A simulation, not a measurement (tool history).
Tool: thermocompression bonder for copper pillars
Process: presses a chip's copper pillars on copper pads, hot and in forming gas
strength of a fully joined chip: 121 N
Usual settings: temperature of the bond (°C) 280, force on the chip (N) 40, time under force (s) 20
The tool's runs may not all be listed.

| run | hour | temperature of the bond (°C) | force on the chip (N) | time under force (s) | force that shears a chip off (N) |
|---|---|---|---|---|---|
| 1 | 0 | 280 | 40 | 20 | 43 |
| 2 | 71.4 | 280 | 40 | 20 | 41.1 |
| 3 | 136.4 | 270 | 40 | 20 | 34.8 |
|  | 159.3 | forming gas filter changed |
| 4 | 180.5 | 270 | 40 | 20 | 40.8 |
| 5 | 256.3 | 270 | 40 | 20 | 38.6 |
| 6 | 321.2 | 270 | 40 | 20 | 38.3 |
| 7 | 357.5 | 270 | 40 | 20 | 37.7 |
| 8 | 394.6 | 280 | 40 | 20 | 40.6 |
| 9 | 467.5 | 279 | 40 | 20 | 42.4 |
|  | 482.6 | forming gas filter changed |
| 10 | 515.8 | 280 | 40 | 20 | 45 |
| 11 | 569.8 | 280 | 40 | 20 | 43.7 |
| 12 | 616.3 | 280 | 40 | 22 | 43.5 |
| 13 | 659.1 | 280 | 29 | 20 | 35.6 |
| 14 | 732.2 | 280 | 29 | 20 | 33.3 |
|  | 805.8 | forming gas filter changed |
| 15 | 811.2 | 280 | 29 | 20 | 35.5 |
| 16 | 853.9 | 281 | 40 | 20 | 43.6 |
| 17 | 925.8 | 280 | 59 | 20 | 53.5 |
| 18 | 970.4 | 280 | 59 | 20 | 51 |
| 19 | 1048.7 | 280 | 59 | 20 | 49.5 |
| 20 | 1125.1 | 280 | 40 | 57 | 58 |
|  | 1132.1 | forming gas filter changed |
| 21 | 1170.5 | 280 | 40 | 57 | 62.1 |
| 22 | 1240.6 | 280 | 33 | 20 | 37.4 |
| 23 | 1309.8 | 280 | 33 | 20 | 36.5 |
| 24 | 1344.9 | 265 | 33 | 20 | 30.3 |
| 25 | 1388.5 | 280 | 40 | 24 | 42.8 |
| 26 | 1449 | 280 | 40 | 24 | 41.8 |
|  | 1453.3 | forming gas filter changed |
| 27 | 1482.8 | 273 | 40 | 43 | 53.5 |
| 28 | 1518.9 | 273 | 40 | 43 | 52.9 |
| 29 | 1555.3 | 280 | 53 | 20 | 48.7 |
| 30 | 1627.4 | 300 | 42 | 20 | 51.7 |
| 31 | 1691.2 | 300 | 42 | 20 | 51.2 |
| 32 | 1770.7 | 300 | 42 | 20 | 49.2 |
|  | 1778.2 | heater calibrated with a thermocouple chip |
|  | 1778.7 | forming gas filter changed |
| 33 | 1809.7 | 280 | 54 | 20 | 56 |
| 34 | 1884.3 | 280 | 54 | 20 | 55 |
| 35 | 1927 | 287 | 54 | 39 | 70.7 |
| 36 | 1985.9 | 280 | 55 | 20 | 54.7 |
| 37 | 2044.1 | 280 | 36 | 20 | 42.2 |
| 38 | 2079.7 | 303 | 28 | 20 | 43.2 |
|  | 2100 | forming gas filter changed |
| 39 | 2148 | 303 | 28 | 20 | 48 |

Forecast each of these 4 alternatives for the next run:
| A | 2181 | 261 | 28 | 40 | ? |
| B | 2181 | 280 | 25 | 20 | ? |
| C | 2181 | 272 | 52 | 20 | ? |
| D | 2181 | 261 | 36 | 31 | ? |

| run | force that shears a chip off (N) |
|---|---|
| A | 39.7 |
| B | 34.4 |
| C | 49.8 |
| D | 42 |
Without the tool's hidden state the same runs would have given:
| run | force that shears a chip off (N) |
|---|---|
| A | 40.4 |
| B | 35 |
| C | 50.7 |
| D | 42.8 |
